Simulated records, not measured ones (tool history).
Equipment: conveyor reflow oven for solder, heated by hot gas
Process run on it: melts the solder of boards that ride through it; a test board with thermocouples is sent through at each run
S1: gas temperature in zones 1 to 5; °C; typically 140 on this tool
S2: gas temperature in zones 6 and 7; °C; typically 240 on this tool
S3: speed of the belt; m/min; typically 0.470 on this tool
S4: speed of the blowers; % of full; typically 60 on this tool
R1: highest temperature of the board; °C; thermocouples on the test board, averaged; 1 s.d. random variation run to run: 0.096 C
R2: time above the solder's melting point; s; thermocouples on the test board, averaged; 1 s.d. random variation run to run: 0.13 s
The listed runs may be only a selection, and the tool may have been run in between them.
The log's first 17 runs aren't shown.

run	day	S1	S2	S3	S4	R1	R2
# day 12.717: flux residue cleaned out of gas plates and filters
18	12.804	149	228	0.454	87	218.49	87.7
19	13.325	152	228	0.463	87	218.36	87.8
20	13.850	152	242	0.413	87	233.74	110.3
21	14.704	140	240	0.470	57	222.10	81.9
22	15.308	129	242	0.470	57	221.74	76.5
23	16.154	132	240	0.470	60	221.23	77.6
24	16.779	132	240	0.470	60	221.31	77.6
25	17.529	140	233	0.405	60	220.71	95.3
26	18.121	140	240	0.456	78	226.86	89.2
27	18.883	140	240	0.456	78	226.74	89.1
28	19.542	133	240	0.456	78	225.81	85.5
29	20.025	140	248	0.535	60	224.69	73.6
30	20.900	138	242	0.506	53	219.41	72.2
31	21.904	134	240	0.470	60	221.47	78.9

Alternative continuations, all from the tool just after run 31; predict every row:
A	22.692	140	237	0.470	60	?	?
B	22.692	140	243	0.470	60	?	?
C	22.692	134	235	0.470	63	?	?
D	22.692	134	240	0.386	60	?	?

run	R1	R2
A	220.09	80.3
B	225.32	84.8
C	217.80	75.6
D	227.76	103.9
Take away the tool's hidden state, keep each run's random variation, and the runs would have read:
run	R1	R2
A	220.05	80.2
B	225.28	84.8
C	217.76	75.5
D	227.72	103.8
